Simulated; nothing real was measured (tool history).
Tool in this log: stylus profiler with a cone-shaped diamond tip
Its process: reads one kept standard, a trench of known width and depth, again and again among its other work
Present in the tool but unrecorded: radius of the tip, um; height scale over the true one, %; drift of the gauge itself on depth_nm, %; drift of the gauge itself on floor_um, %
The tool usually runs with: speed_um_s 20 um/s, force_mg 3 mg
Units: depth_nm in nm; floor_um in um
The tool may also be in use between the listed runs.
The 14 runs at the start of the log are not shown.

run   hour  speed_um_s  force_mg  scans with this tip  hours of work since the height scale was calibrated  depth_nm  floor_um
 15  390.6          20      1.91                 3315                                                  519    507.17     26.88
 16  413.4          20      1.91                 3377                                                  529     507.2     26.83
 17  449.1          22         3                 3473                                                  544    509.74      26.9
 18  469.7          20      8.47                 3529                                                  553    519.41     26.96
 19  505.3          20      8.47                 3625                                                  568    519.45     26.89
 20  535.7          20      8.47                 3707                                                  581    519.59     26.98
 21  570.6          33      8.47                 3801                                                  595    519.42     26.89
 22  605.3          20      4.43                 3895                                                  610    512.42     26.89
 23  626.5          20         3                 3952                                                  619    509.62     26.89
 24  662.5          20      4.49                 4050                                                  634    512.57      26.9
 25  684.5          20      4.49                 4109                                                  644     512.6     26.98
 26  707.3          20      4.49                 4171                                                  653    512.76     26.87
 27    738          13      6.21                 4253                                                  666    515.81     26.94
 28  755.3          19      1.52                 4300                                                  674    506.24     26.86
 29  782.8          58      1.46                 4374                                                  685    506.02     26.54
 30  814.9          11      3.04                 4461                                                  699    509.73     26.96
 31  848.8           7      6.86                 4553                                                  713    516.63     26.98
 32  877.9           7      6.86                 4631                                                  726    516.87     26.96
 33  916.9          29         3                 4736                                                  742    509.53     26.84
 34  933.8          24      1.46                 4782                                                  749    506.19     26.78

What does the tool deliver on the next run?
 35  954.7          20      1.03                 4838                                                  758         ?         ?

{"run 35": {"depth_nm": 504.76, "floor_um": 26.88}}
Minus the tool's unlogged condition, the same run would have read depth_nm 504.77 nm, floor_um 26.88 um.

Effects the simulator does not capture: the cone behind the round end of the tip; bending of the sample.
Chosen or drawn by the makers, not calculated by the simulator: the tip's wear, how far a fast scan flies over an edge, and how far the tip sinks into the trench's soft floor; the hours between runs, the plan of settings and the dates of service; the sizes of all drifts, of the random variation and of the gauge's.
